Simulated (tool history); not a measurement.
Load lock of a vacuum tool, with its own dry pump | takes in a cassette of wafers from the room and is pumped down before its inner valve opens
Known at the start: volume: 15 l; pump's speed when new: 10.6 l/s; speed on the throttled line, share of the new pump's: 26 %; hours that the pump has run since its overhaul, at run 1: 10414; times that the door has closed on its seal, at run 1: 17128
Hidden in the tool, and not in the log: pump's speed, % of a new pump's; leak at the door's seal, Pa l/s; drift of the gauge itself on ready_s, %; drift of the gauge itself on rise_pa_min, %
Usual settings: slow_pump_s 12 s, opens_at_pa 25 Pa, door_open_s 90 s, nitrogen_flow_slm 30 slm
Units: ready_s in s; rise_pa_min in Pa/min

| run | hour | slow_pump_s | opens_at_pa | door_open_s | nitrogen_flow_slm | hours that the pump has run since its overhaul | times that the door has closed on its seal | incoming humidity of the room's air, % | ready_s | rise_pa_min |
|---|---|---|---|---|---|---|---|---|---|---|
| 1 | 0 | 12 | 25 | 90 | 30 | 10414 | 17128 | 47 | 22.1 | 0.308 |
| 2 | 147.4 | 12 | 25 | 90 | 30 | 10561 | 17813 | 46.3 | 22 | 0.323 |
| 3 | 298.6 | 8 | 25 | 90 | 30 | 10713 | 18515 | 40.8 | 19.5 | 0.337 |
| 4 | 508 | 8 | 25 | 90 | 30 | 10922 | 19487 | 44 | 19.4 | 0.366 |
| 5 | 709.9 | 12 | 25 | 90 | 30 | 11124 | 20425 | 43.8 | 22.5 | 0.39 |
| 6 | 840.8 | 12 | 25 | 90 | 30 | 11255 | 21033 | 46 | 22.4 | 0.413 |
| 7 | 973.5 | 13 | 25 | 90 | 30 | 11388 | 21649 | 42.9 | 23.2 | 0.422 |
| 8 | 1081 | 23 | 25 | 90 | 8 | 11495 | 22148 | 45.5 | 29.7 | 0.47 |
| 9 | 1227.1 | 23 | 29 | 90 | 10 | 11641 | 22826 | 40.8 | 29.2 | 0.471 |

Run 10 comes next. What will it give?
| 10 | 1345.2 | 7 | 29 | 106 | 35 | 11759 | 23375 | 46.9 | ? | ? |

ready_s: 18.5 s
rise_pa_min: 0.469 Pa/min
Without the tool's hidden state the same run would have given ready_s 16.8 s, rise_pa_min 0.071 Pa/min.
